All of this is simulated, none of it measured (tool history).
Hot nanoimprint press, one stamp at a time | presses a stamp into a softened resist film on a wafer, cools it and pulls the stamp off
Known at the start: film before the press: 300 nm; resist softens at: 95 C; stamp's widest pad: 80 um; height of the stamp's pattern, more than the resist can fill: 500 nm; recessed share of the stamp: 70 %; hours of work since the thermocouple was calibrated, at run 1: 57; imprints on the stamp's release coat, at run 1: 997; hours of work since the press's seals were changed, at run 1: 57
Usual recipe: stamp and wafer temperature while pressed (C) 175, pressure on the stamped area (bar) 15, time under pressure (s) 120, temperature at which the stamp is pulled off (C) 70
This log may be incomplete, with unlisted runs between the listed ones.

| run | hour | stamp and wafer temperature while pressed (C) | pressure on the stamped area (bar) | time under pressure (s) | temperature at which the stamp is pulled off (C) | hours of work since the thermocouple was calibrated | imprints on the stamp's release coat | hours of work since the press's seals were changed | resist left under the stamp's widest pad (nm) | greatest force while the stamp is pulled off (N) |
|---|---|---|---|---|---|---|---|---|---|---|
| 1 | 0 | 175 | 15 | 120 | 70 | 57 | 997 | 57 | 161 | 240 |
|  | 26.6 | stamp cleaned and given a new release coat |
| 2 | 62.4 | 175 | 15 | 120 | 70 | 101 | 109 | 101 | 160.7 | 212 |
| 3 | 156.7 | 175 | 15 | 120 | 70 | 174 | 395 | 174 | 160.7 | 219 |
| 4 | 232.8 | 175 | 13.3 | 120 | 70 | 233 | 627 | 233 | 169.2 | 229 |
| 5 | 306.3 | 175 | 15 | 120 | 70 | 290 | 850 | 290 | 163.5 | 233 |
| 6 | 363.3 | 175 | 15 | 120 | 70 | 334 | 1024 | 334 | 163.9 | 239 |
|  | 377.4 | stamp cleaned and given a new release coat |
|  | 398.6 | plate thermocouple calibrated |
| 7 | 443.1 | 175 | 17.7 | 120 | 70 | 35 | 191 | 389 | 149.6 | 209 |
| 8 | 489.2 | 175 | 17.7 | 120 | 70 | 70 | 331 | 425 | 150 | 216 |
| 9 | 542.1 | 175 | 15 | 75 | 70 | 111 | 492 | 466 | 186.4 | 225 |
| 10 | 623 | 175 | 15 | 99 | 70 | 174 | 738 | 529 | 171.7 | 232 |
| 11 | 694 | 166 | 15 | 120 | 70 | 229 | 954 | 584 | 218 | 242 |
|  | 729.3 | stamp cleaned and given a new release coat |
| 12 | 771.7 | 166 | 15 | 120 | 66 | 285 | 129 | 640 | 219.5 | 222 |
| 13 | 821.4 | 166 | 15 | 120 | 66 | 324 | 281 | 678 | 220.1 | 223 |
|  | 866.2 | plate thermocouple calibrated |
| 14 | 866.2 | 175 | 14.1 | 120 | 70 | 0 | 408 | 711 | 162.7 | 219 |
| 15 | 951.9 | 175 | 14.1 | 120 | 70 | 67 | 668 | 777 | 163.6 | 227 |
| 16 | 1039.8 | 175 | 10.2 | 199 | 70 | 135 | 936 | 845 | 155.7 | 235 |
|  | 1080.4 | stamp cleaned and given a new release coat |
| 17 | 1106.7 | 175 | 10.2 | 199 | 70 | 182 | 80 | 893 | 156.3 | 204 |
| 18 | 1197.9 | 175 | 10.2 | 199 | 70 | 253 | 357 | 963 | 156.3 | 221 |
| 19 | 1290.6 | 174 | 10.2 | 199 | 64 | 325 | 639 | 1035 | 165.7 | 256 |
|  | 1333.9 | plate thermocouple calibrated |
| 20 | 1370 | 168 | 12.2 | 199 | 64 | 28 | 872 | 1095 | 187.8 | 263 |
|  | 1430.1 | stamp cleaned and given a new release coat |
| 21 | 1464.7 | 168 | 12.2 | 199 | 64 | 97 | 105 | 1163 | 187.6 | 229 |
| 22 | 1523.4 | 175 | 11.2 | 165 | 70 | 142 | 284 | 1209 | 160.1 | 212 |
| 23 | 1574 | 169 | 15 | 78 | 70 | 182 | 438 | 1248 | 222.8 | 221 |
| 24 | 1631.7 | 169 | 18.5 | 78 | 70 | 226 | 613 | 1293 | 211.5 | 231 |
|  | 1656.9 | press's hydraulic seals changed and the load cell set to zero |
| 25 | 1700.7 | 169 | 18.5 | 78 | 70 | 274 | 799 | 34 | 210.7 | 232 |
| 26 | 1743.3 | 169 | 18.5 | 78 | 70 | 307 | 929 | 67 | 211.6 | 237 |
|  | 1786.2 | stamp cleaned and given a new release coat |
|  | 1815 | plate thermocouple calibrated |
| 27 | 1823.6 | 175 | 10 | 120 | 70 | 7 | 104 | 122 | 184 | 217 |
| 28 | 1876.9 | 175 | 10 | 120 | 70 | 48 | 266 | 164 | 184.5 | 218 |
| 29 | 1937.9 | 176 | 15 | 102 | 70 | 95 | 452 | 211 | 163.7 | 214 |
| 30 | 2010.1 | 175 | 9.1 | 71 | 62 | 151 | 671 | 267 | 219.1 | 265 |

Measured less the same run without the tool's hidden state. The same run-to-run variation is in both; the gauge's scatter may not be:
Hidden state at play: true temperature over the reading, C; pressure that arrives at the usual setting, %; grip of the stamp's worn release coat, % over a new coat's; drift of the gauge itself on residual_nm, %; drift of the gauge itself on pull_off_n, %.
| run | resist left under the stamp's widest pad (nm) | greatest force while the stamp is pulled off (N) |
|---|---|---|
| 1 | +1.4 | +36 |
| 2 | +2.1 | +5 |
| 3 | +3.1 | +15 |
| 4 | +4.1 | +24 |
| 5 | +4.9 | +33 |
| 6 | +5.7 | +39 |
| 7 | +0.7 | +6 |
| 8 | +1.2 | +12 |
| 9 | +1.7 | +18 |
| 10 | +2.8 | +28 |
| 11 | +3.6 | +36 |
| 12 | +4.5 | +7 |
| 13 | +5.2 | +12 |
| 14 | +0.9 | +14 |
| 15 | +1.9 | +24 |
| 16 | +2.6 | +34 |
| 17 | +3.3 | +4 |
| 18 | +4.3 | +14 |
| 19 | +5.6 | +28 |
| 20 | +0.8 | +34 |
| 21 | +1.9 | +4 |
| 22 | +2.4 | +10 |
| 23 | +3.3 | +17 |
| 24 | +4.7 | +23 |
| 25 | +2.5 | +29 |
| 26 | +3 | +35 |
| 27 | +1.2 | +4 |
| 28 | +1.9 | +11 |
| 29 | +2.7 | +17 |
| 30 | +3.1 | +29 |

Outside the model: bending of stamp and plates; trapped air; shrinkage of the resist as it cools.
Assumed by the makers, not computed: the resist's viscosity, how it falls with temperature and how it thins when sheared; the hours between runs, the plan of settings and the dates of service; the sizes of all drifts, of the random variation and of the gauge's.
